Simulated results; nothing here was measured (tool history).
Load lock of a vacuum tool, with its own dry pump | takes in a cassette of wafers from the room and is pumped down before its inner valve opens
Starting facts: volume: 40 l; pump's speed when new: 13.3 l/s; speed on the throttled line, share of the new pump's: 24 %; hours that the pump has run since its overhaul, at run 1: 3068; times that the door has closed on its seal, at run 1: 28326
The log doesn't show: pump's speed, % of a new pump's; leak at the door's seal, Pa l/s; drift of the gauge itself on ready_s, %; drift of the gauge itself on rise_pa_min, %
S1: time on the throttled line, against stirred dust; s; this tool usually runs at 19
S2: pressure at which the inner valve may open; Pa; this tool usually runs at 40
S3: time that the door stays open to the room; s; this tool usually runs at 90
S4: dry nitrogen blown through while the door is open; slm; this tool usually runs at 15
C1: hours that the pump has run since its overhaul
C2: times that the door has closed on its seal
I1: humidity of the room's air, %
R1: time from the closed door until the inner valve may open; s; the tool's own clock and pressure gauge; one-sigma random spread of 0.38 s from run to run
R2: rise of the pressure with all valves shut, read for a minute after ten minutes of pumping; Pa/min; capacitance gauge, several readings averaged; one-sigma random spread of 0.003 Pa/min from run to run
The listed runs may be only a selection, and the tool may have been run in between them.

Run 1, day 0.000: usual settings; C1 3068; C2 28326; I1 44.2. Result: R1 38.9 s, R2 0.440 Pa/min.
Run 2, day 3.383: usual settings but S1 13 s; C1 3149; C2 28615; I1 43.2. Result: R1 34.0 s, R2 0.448 Pa/min.
Run 3, day 7.917: usual settings but S1 25 s; C1 3258; C2 29001; I1 43.0. Result: R1 43.7 s, R2 0.457 Pa/min.
Run 4, day 10.642: usual settings but S1 25 s; C1 3323; C2 29234; I1 44.4. Result: R1 43.1 s, R2 0.460 Pa/min.
Run 5, day 14.642: usual settings but S2 28 Pa; C1 3419; C2 29576; I1 43.8. Result: R1 39.6 s, R2 0.458 Pa/min.
Run 6, day 18.979: usual settings but S2 28 Pa; C1 3523; C2 29946; I1 48.1. Result: R1 39.6 s, R2 0.491 Pa/min.
Run 7, day 21.183: usual settings but S2 28 Pa; C1 3576; C2 30134; I1 50.8. Result: R1 40.8 s, R2 0.499 Pa/min.
Run 8, day 25.712: usual settings but S2 28 Pa; C1 3685; C2 30521; I1 46.5. Result: R1 40.1 s, R2 0.500 Pa/min.
Run 9, day 30.021: usual settings; C1 3788; C2 30888; I1 45.1. Result: R1 38.4 s, R2 0.507 Pa/min.
Run 10, day 31.962: usual settings; C1 3835; C2 31054; I1 43.9. Result: R1 38.6 s, R2 0.512 Pa/min.
Run 11, day 35.529: usual settings; C1 3921; C2 31359; I1 44.8. Result: R1 38.7 s, R2 0.513 Pa/min.
Run 12, day 38.204: usual settings; C1 3985; C2 31587; I1 46.5. Result: R1 39.1 s, R2 0.529 Pa/min.
Run 13, day 40.850: usual settings; C1 4048; C2 31813; I1 44.9. Result: R1 38.9 s, R2 0.532 Pa/min.
Run 14, day 43.962: usual settings; C1 4123; C2 32078; I1 43.5. Result: R1 38.2 s, R2 0.553 Pa/min.
At day 46.988: door's seal changed, seat wiped.
Run 15, day 48.529: usual settings; C1 4231; C2 132; I1 43.4. Result: R1 38.6 s, R2 0.037 Pa/min.
Run 16, day 51.517: usual settings but S3 207 s; C1 4303; C2 387; I1 45.3. Result: R1 38.8 s, R2 0.053 Pa/min.
Run 17, day 53.717: usual settings but S3 207 s; C1 4356; C2 575; I1 46.9. Result: R1 38.6 s, R2 0.054 Pa/min.
Run 18, day 57.325: usual settings but S3 37 s; C1 4442; C2 883; I1 44.6. Result: R1 38.3 s, R2 0.032 Pa/min.
Run 19, day 59.992: usual settings but S1 16 s, S2 34 Pa, S3 37 s; C1 4506; C2 1110; I1 48.6. Result: R1 36.5 s, R2 0.037 Pa/min.
Run 20, day 63.508: usual settings but S1 34 s, S2 34 Pa, S3 178 s, S4 5 slm; C1 4591; C2 1411; I1 44.4. Result: R1 51.2 s, R2 0.073 Pa/min.
Run 21, day 67.750: usual settings but S1 11 s, S2 53 Pa, S3 127 s, S4 5 slm; C1 4692; C2 1773; I1 44.3. Result: R1 31.9 s, R2 0.073 Pa/min.
Run 22, day 71.017: usual settings but S1 11 s, S2 53 Pa, S3 127 s, S4 5 slm; C1 4771; C2 2052; I1 47.5. Result: R1 31.3 s, R2 0.074 Pa/min.
Run 23, day 75.096: usual settings but S1 11 s, S2 53 Pa, S3 127 s, S4 7 slm; C1 4869; C2 2400; I1 46.0. Result: R1 31.6 s, R2 0.071 Pa/min.
Run 24, day 79.071: usual settings but S3 81 s, S4 5 slm; C1 4964; C2 2739; I1 42.3. Result: R1 38.9 s, R2 0.067 Pa/min.
Run 25, day 82.288: usual settings but S1 31 s, S2 69 Pa, S3 65 s; C1 5041; C2 3014; I1 43.0. Result: R1 46.5 s, R2 0.053 Pa/min.
Run 26, day 85.425: usual settings but S3 113 s, S4 26 slm; C1 5117; C2 3282; I1 44.6. Result: R1 39.0 s, R2 0.051 Pa/min.
Run 27, day 87.925: usual settings but S1 12 s, S2 39 Pa, S3 106 s, S4 31 slm; C1 5177; C2 3495; I1 46.6. Result: R1 33.4 s, R2 0.057 Pa/min.
Run 28, day 90.658: usual settings but S1 13 s, S3 78 s; C1 5242; C2 3728; I1 45.1. Result: R1 34.5 s, R2 0.062 Pa/min.
Run 29, day 94.129: usual settings but S1 28 s, S2 39 Pa, S3 78 s; C1 5326; C2 4025; I1 43.4. Result: R1 45.7 s, R2 0.061 Pa/min.
Run 30, day 97.012: usual settings but S1 28 s, S2 39 Pa, S3 78 s; C1 5395; C2 4270; I1 44.7. Result: R1 46.2 s, R2 0.066 Pa/min.
Run 31, day 99.221: usual settings but S1 28 s, S2 39 Pa, S3 78 s; C1 5448; C2 4459; I1 43.9. Result: R1 46.5 s, R2 0.066 Pa/min.
Run 32, day 102.700: usual settings but S1 28 s, S2 68 Pa, S3 26 s; C1 5531; C2 4756; I1 45.0. Result: R1 44.0 s, R2 0.061 Pa/min.
Run 33, day 105.979: usual settings but S1 28 s, S2 68 Pa, S3 26 s; C1 5610; C2 5036; I1 45.3. Result: R1 44.4 s, R2 0.063 Pa/min.
Run 34, day 110.096: usual settings but S1 27 s, S2 52 Pa, S3 28 s, S4 18 slm; C1 5709; C2 5387; I1 41.7. Result: R1 43.4 s, R2 0.068 Pa/min.
Run 35, day 113.025: usual settings but S1 31 s, S2 39 Pa, S3 81 s, S4 11 slm; C1 5779; C2 5637; I1 44.0. Result: R1 48.9 s, R2 0.082 Pa/min.
Run 36, day 116.504: usual settings but S1 31 s, S2 39 Pa, S3 81 s, S4 11 slm; C1 5862; C2 5934; I1 44.5. Result: R1 47.8 s, R2 0.086 Pa/min.

Predict each of these 5 candidate next runs independently; none follows another, all start after run 36:
Run A, day 118.412: usual settings but S2 45 Pa, S4 28 slm; C1 5908; C2 6097; I1 45.5. Result: R1 ?, R2 ?.
Run B, day 118.412: usual settings but S1 23 s, S2 41 Pa; C1 5908; C2 6097; I1 46.3. Result: R1 ?, R2 ?.
Run C, day 118.412: usual settings but S1 16 s, S2 39 Pa, S3 81 s, S4 7 slm; C1 5908; C2 6097; I1 44.4. Result: R1 ?, R2 ?.
Run D, day 118.412: usual settings but S1 31 s, S2 31 Pa, S3 81 s, S4 11 slm; C1 5908; C2 6097; I1 47.1. Result: R1 ?, R2 ?.
Run E, day 118.412: usual settings but S1 31 s, S2 38 Pa, S3 156 s, S4 11 slm; C1 5908; C2 6097; I1 42.5. Result: R1 ?, R2 ?.

run    R1     R2
  A  38.9  0.071
  B  41.9  0.087
  C  37.5  0.093
  D  48.1  0.091
  E  48.0  0.097
Without the tool's hidden state the same runs would have given:
run    R1     R2
  A  38.0  0.026
  B  41.1  0.042
  C  36.6  0.047
  D  47.4  0.045
  E  47.3  0.051
